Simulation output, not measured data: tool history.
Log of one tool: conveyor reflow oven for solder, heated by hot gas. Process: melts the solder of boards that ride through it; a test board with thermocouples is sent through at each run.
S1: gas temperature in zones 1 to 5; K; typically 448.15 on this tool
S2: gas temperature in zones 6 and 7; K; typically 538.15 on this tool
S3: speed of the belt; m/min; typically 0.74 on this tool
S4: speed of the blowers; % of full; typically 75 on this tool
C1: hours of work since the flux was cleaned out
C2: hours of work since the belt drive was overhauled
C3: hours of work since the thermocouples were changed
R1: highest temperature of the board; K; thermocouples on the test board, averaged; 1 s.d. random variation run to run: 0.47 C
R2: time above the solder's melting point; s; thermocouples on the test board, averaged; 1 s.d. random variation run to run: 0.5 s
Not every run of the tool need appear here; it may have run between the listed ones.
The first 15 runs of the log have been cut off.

run	hour	S1	S2	S3	S4	C1	C2	C3	R1	R2
16	150.9	448.15	538.15	0.837	75	335	877	395	516.85	27.8
17	164.5	448.15	534.15	0.74	52	344	886	404	511.25	28.4
18	170.8	448.15	534.15	0.78	52	348	890	408	509.75	23.9
# hour 186.9: flux residue cleaned out of gas plates and filters
19	188.5	448.15	548.15	0.645	58	1	898	416	533.05	45.5
20	195	448.15	548.15	0.645	58	5	902	420	532.65	46.8
21	208.5	448.15	548.15	0.645	53	14	910	428	530.75	45.5
# hour 223.2: belt drive overhauled, speed set with a stopwatch
22	225	448.15	548.15	0.645	53	22	1	436	530.85	44.3
23	232.6	448.15	538.15	0.74	82	26	6	441	523.85	36.4
24	238.6	454.15	538.15	0.626	72	30	10	445	528.05	47.4
25	250.3	446.15	538.15	0.736	65	38	17	452	520.95	33.3
26	258.8	446.15	538.15	0.736	65	43	22	458	519.85	33.2

Run 27, settings as shown, results not yet in. Your forecast:
27	272.4	446.15	538.15	0.736	65	52	31	466	?	?

R1: 520.05 K
R2: 34 s
Had the tool carried no hidden state, the very same run would have given R1 522.05 K, R2 35.1 s.
